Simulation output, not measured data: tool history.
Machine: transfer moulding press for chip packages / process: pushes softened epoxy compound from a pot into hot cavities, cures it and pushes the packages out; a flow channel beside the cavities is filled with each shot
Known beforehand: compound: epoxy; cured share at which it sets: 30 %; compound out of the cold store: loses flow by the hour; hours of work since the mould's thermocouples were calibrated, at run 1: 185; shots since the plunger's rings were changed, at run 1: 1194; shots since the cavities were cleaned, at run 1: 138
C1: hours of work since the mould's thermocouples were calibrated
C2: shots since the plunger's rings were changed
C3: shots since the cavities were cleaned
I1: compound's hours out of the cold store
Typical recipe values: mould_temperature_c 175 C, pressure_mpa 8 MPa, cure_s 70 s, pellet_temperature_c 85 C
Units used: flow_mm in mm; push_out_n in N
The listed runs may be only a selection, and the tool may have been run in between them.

{"run": 1, "day": 0.0, "mould_temperature_c": 175, "pressure_mpa": 8, "cure_s": 70, "pellet_temperature_c": 85, "C1": 185, "C2": 1194, "C3": 138, "I1": 21.9, "flow_mm": 530, "push_out_n": 645}
{"day": 1.971, "done": "cavities cleaned with cleaning compound and waxed"}
{"run": 2, "day": 2.242, "mould_temperature_c": 175, "pressure_mpa": 8, "cure_s": 70, "pellet_temperature_c": 85, "C1": 225, "C2": 2254, "C3": 131, "I1": 39.3, "flow_mm": 483, "push_out_n": 658}
{"run": 3, "day": 3.446, "mould_temperature_c": 175, "pressure_mpa": 6.44, "cure_s": 70, "pellet_temperature_c": 85, "C1": 247, "C2": 2841, "C3": 718, "I1": 27.2, "flow_mm": 457, "push_out_n": 892}
{"day": 4.271, "done": "cavities cleaned with cleaning compound and waxed"}
{"run": 4, "day": 5.95, "mould_temperature_c": 175, "pressure_mpa": 6.44, "cure_s": 70, "pellet_temperature_c": 85, "C1": 292, "C2": 4028, "C3": 817, "I1": 42.2, "flow_mm": 421, "push_out_n": 881}
{"day": 6.554, "done": "cavities cleaned with cleaning compound and waxed"}
{"day": 7.096, "done": "plunger's sealing rings changed"}
{"run": 5, "day": 7.979, "mould_temperature_c": 175, "pressure_mpa": 6.44, "cure_s": 70, "pellet_temperature_c": 85, "C1": 326, "C2": 429, "C3": 643, "I1": 31.6, "flow_mm": 460, "push_out_n": 860}
{"day": 9.008, "done": "cavities cleaned with cleaning compound and waxed"}
{"run": 6, "day": 9.754, "mould_temperature_c": 175, "pressure_mpa": 8, "cure_s": 70, "pellet_temperature_c": 77, "C1": 358, "C2": 1262, "C3": 363, "I1": 46, "flow_mm": 476, "push_out_n": 767}
{"day": 11.312, "done": "cavities cleaned with cleaning compound and waxed"}
{"run": 7, "day": 11.592, "mould_temperature_c": 175, "pressure_mpa": 8, "cure_s": 70, "pellet_temperature_c": 77, "C1": 390, "C2": 2126, "C3": 136, "I1": 13.3, "flow_mm": 552, "push_out_n": 670}
{"day": 13.629, "done": "cavities cleaned with cleaning compound and waxed"}
{"run": 8, "day": 14.054, "mould_temperature_c": 175, "pressure_mpa": 8, "cure_s": 70, "pellet_temperature_c": 77, "C1": 435, "C2": 3294, "C3": 206, "I1": 16.4, "flow_mm": 536, "push_out_n": 765}
{"day": 15.942, "done": "cavities cleaned with cleaning compound and waxed"}
{"run": 9, "day": 16.146, "mould_temperature_c": 175, "pressure_mpa": 8, "cure_s": 70, "pellet_temperature_c": 77, "C1": 472, "C2": 4281, "C3": 99, "I1": 13, "flow_mm": 540, "push_out_n": 616}
{"day": 16.833, "done": "plunger's sealing rings changed"}
{"day": 18.279, "done": "cavities cleaned with cleaning compound and waxed"}
{"run": 10, "day": 18.279, "mould_temperature_c": 170, "pressure_mpa": 8, "cure_s": 70, "pellet_temperature_c": 85, "C1": 508, "C2": 673, "C3": 0, "I1": 24.7, "flow_mm": 537, "push_out_n": 703}
{"run": 11, "day": 20.388, "mould_temperature_c": 170, "pressure_mpa": 8, "cure_s": 70, "pellet_temperature_c": 85, "C1": 547, "C2": 1697, "C3": 1024, "I1": 23.5, "flow_mm": 536, "push_out_n": 1396}
{"day": 20.612, "done": "cavities cleaned with cleaning compound and waxed"}
{"run": 12, "day": 21.938, "mould_temperature_c": 170, "pressure_mpa": 8, "cure_s": 70, "pellet_temperature_c": 85, "C1": 574, "C2": 2421, "C3": 643, "I1": 8.8, "flow_mm": 570, "push_out_n": 1329}
{"day": 22.912, "done": "cavities cleaned with cleaning compound and waxed"}
{"run": 13, "day": 24.338, "mould_temperature_c": 170, "pressure_mpa": 8, "cure_s": 70, "pellet_temperature_c": 85, "C1": 617, "C2": 3560, "C3": 693, "I1": 10.2, "flow_mm": 560, "push_out_n": 1306}
{"day": 25.388, "done": "mould's thermocouples calibrated"}
{"day": 25.45, "done": "cavities cleaned with cleaning compound and waxed"}
{"run": 14, "day": 26.108, "mould_temperature_c": 174, "pressure_mpa": 8, "cure_s": 70, "pellet_temperature_c": 95, "C1": 12, "C2": 4350, "C3": 321, "I1": 32.3, "flow_mm": 493, "push_out_n": 834}
{"day": 26.621, "done": "plunger's sealing rings changed"}
{"day": 27.808, "done": "cavities cleaned with cleaning compound and waxed"}
{"run": 15, "day": 28.533, "mould_temperature_c": 183, "pressure_mpa": 8.73, "cure_s": 70, "pellet_temperature_c": 85, "C1": 54, "C2": 900, "C3": 353, "I1": 19.8, "flow_mm": 548, "push_out_n": 510}
{"day": 30.067, "done": "cavities cleaned with cleaning compound and waxed"}
{"run": 16, "day": 30.067, "mould_temperature_c": 183, "pressure_mpa": 8.73, "cure_s": 70, "pellet_temperature_c": 85, "C1": 81, "C2": 1616, "C3": 0, "I1": 29.4, "flow_mm": 520, "push_out_n": 328}
{"run": 17, "day": 31.454, "mould_temperature_c": 183, "pressure_mpa": 8.73, "cure_s": 70, "pellet_temperature_c": 85, "C1": 106, "C2": 2291, "C3": 675, "I1": 9.3, "flow_mm": 568, "push_out_n": 595}
{"day": 32.308, "done": "cavities cleaned with cleaning compound and waxed"}
{"run": 18, "day": 33.638, "mould_temperature_c": 170, "pressure_mpa": 6.98, "cure_s": 77, "pellet_temperature_c": 85, "C1": 145, "C2": 3323, "C3": 646, "I1": 40.7, "flow_mm": 452, "push_out_n": 970}
{"day": 34.638, "done": "cavities cleaned with cleaning compound and waxed"}
{"run": 19, "day": 35.0, "mould_temperature_c": 170, "pressure_mpa": 6.98, "cure_s": 77, "pellet_temperature_c": 85, "C1": 169, "C2": 3955, "C3": 177, "I1": 13, "flow_mm": 512, "push_out_n": 733}
{"day": 36.254, "done": "plunger's sealing rings changed"}
{"run": 20, "day": 36.429, "mould_temperature_c": 170, "pressure_mpa": 7.55, "cure_s": 77, "pellet_temperature_c": 85, "C1": 194, "C2": 85, "C3": 822, "I1": 31.5, "flow_mm": 509, "push_out_n": 1065}
{"day": 37.021, "done": "cavities cleaned with cleaning compound and waxed"}
{"run": 21, "day": 39.025, "mould_temperature_c": 170, "pressure_mpa": 6.31, "cure_s": 88, "pellet_temperature_c": 85, "C1": 240, "C2": 1317, "C3": 974, "I1": 13.5, "flow_mm": 500, "push_out_n": 813}
{"day": 39.267, "done": "cavities cleaned with cleaning compound and waxed"}
{"run": 22, "day": 41.138, "mould_temperature_c": 183, "pressure_mpa": 8, "cure_s": 85, "pellet_temperature_c": 85, "C1": 278, "C2": 2314, "C3": 909, "I1": 25, "flow_mm": 503, "push_out_n": 505}
{"day": 41.675, "done": "cavities cleaned with cleaning compound and waxed"}
{"run": 23, "day": 43.054, "mould_temperature_c": 175, "pressure_mpa": 8, "cure_s": 54, "pellet_temperature_c": 95, "C1": 312, "C2": 3218, "C3": 672, "I1": 11.7, "flow_mm": 546, "push_out_n": 1681}
{"day": 44.067, "done": "cavities cleaned with cleaning compound and waxed"}
{"run": 24, "day": 44.804, "mould_temperature_c": 175, "pressure_mpa": 6.84, "cure_s": 59, "pellet_temperature_c": 75, "C1": 343, "C2": 4039, "C3": 360, "I1": 30.1, "flow_mm": 461, "push_out_n": 1243}
{"day": 45.95, "done": "plunger's sealing rings changed"}
{"day": 46.571, "done": "cavities cleaned with cleaning compound and waxed"}
{"run": 25, "day": 46.842, "mould_temperature_c": 175, "pressure_mpa": 8, "cure_s": 85, "pellet_temperature_c": 85, "C1": 377, "C2": 402, "C3": 131, "I1": 19.9, "flow_mm": 537, "push_out_n": 406}

Predict each of these 3 candidate next runs independently; none follows another, all start after run 25:
{"run": "A", "day": 48.725, "mould_temperature_c": 173, "pressure_mpa": 8.02, "cure_s": 64, "pellet_temperature_c": 85, "C1": 412, "C2": 1319, "C3": 1048, "I1": 10.2, "flow_mm": "?", "push_out_n": "?"}
{"run": "B", "day": 48.725, "mould_temperature_c": 182, "pressure_mpa": 8, "cure_s": 70, "pellet_temperature_c": 85, "C1": 412, "C2": 1319, "C3": 1048, "I1": 15.1, "flow_mm": "?", "push_out_n": "?"}
{"run": "C", "day": 48.725, "mould_temperature_c": 175, "pressure_mpa": 8.66, "cure_s": 85, "pellet_temperature_c": 85, "C1": 412, "C2": 1319, "C3": 1048, "I1": 32, "flow_mm": "?", "push_out_n": "?"}

run=A flow_mm=565 push_out_n=1445
run=B flow_mm=535 push_out_n=678
run=C flow_mm=527 push_out_n=622
Stripped of hidden state, with their random variation kept, the same runs would have yielded:
run=A flow_mm=575 push_out_n=769
run=B flow_mm=545 push_out_n=358
run=C flow_mm=537 push_out_n=328

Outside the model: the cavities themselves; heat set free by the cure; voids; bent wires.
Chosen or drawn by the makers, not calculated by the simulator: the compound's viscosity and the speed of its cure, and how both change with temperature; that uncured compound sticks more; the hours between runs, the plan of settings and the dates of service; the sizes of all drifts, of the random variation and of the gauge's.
